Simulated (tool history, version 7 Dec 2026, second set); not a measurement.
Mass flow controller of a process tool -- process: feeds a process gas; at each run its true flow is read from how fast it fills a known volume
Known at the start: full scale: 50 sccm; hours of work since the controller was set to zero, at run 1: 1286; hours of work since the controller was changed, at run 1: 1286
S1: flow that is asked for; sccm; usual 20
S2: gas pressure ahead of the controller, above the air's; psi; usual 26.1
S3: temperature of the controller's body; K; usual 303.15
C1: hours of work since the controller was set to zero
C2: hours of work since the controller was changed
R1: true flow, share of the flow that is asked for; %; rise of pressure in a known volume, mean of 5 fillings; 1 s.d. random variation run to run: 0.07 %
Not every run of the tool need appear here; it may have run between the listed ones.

run,hour,S1,S2,S3,C1,C2,R1
1,0,20,26.1,303.15,1286,1286,97.74
2,51.4,20,26.1,303.15,1311,1311,97.81
3,127.7,20,26.1,296.15,1348,1348,98.27
4,201.3,20,26.1,303.15,1383,1383,97.8
5,272.2,20,26.1,303.15,1418,1418,97.66
6,330.6,24,26.1,303.15,1446,1446,98.02
7,430.8,20,26.1,305.15,1495,1495,97.57
8,498.5,20,26.1,305.15,1528,1528,97.61
9,560.4,20,26.1,305.15,1558,1558,97.67
10,629.9,20,26.1,303.15,1592,1592,97.71
11,680.6,20,26.1,303.15,1616,1616,97.8
12,733.5,20,26.1,303.15,1642,1642,97.85
13,794.5,20,26.1,303.15,1672,1672,97.76
# hour 801.3: controller's zero set anew
14,853.7,20,25.7,303.15,25,1700,97.5
15,947.2,20,23.5,303.15,71,1746,97.53
16,1006.6,20,23.5,303.15,100,1775,97.41
17,1048.7,16,26.1,303.15,120,1795,97.12
18,1119.6,16,26.1,303.15,155,1830,97.05
19,1220.7,16,39.2,303.15,204,1879,97.34
# hour 1228.9: controller's zero set anew, once more
20,1297.2,20,32.9,300.15,33,1916,98.72
21,1339.4,20,32.9,300.15,54,1936,98.64
22,1382.4,12,22.8,306.15,75,1957,97.57
23,1425.5,7,22.8,297.15,96,1978,98.09
24,1505.4,20,40,303.15,134,2017,98.48
25,1568.4,20,40,303.15,165,2048,98.62
26,1621.9,20,26.1,300.15,191,2074,98.4
27,1701.3,17,21.6,303.15,230,2112,97.96
28,1774.7,36,26.1,296.15,265,2148,99.6
29,1821.2,27,26.1,296.15,288,2170,99.31

Branching from run 29: 5 alternative next runs. What would each branch give?
A,1923.2,6,26.1,303.15,338,2220,?
B,1923.2,23,27.7,302.15,338,2220,?
C,1923.2,15,23.4,305.15,338,2220,?
D,1923.2,15,26.1,303.15,338,2220,?
E,1923.2,6,26.1,297.15,338,2220,?

run,R1
A,97.22
B,98.6
C,97.76
D,98.02
E,97.84
The same runs, with their run-to-run variation unchanged, on a tool lacking any hidden condition would have given:
run,R1
A,97.42
B,98.5
C,97.72
D,97.98
E,98.05
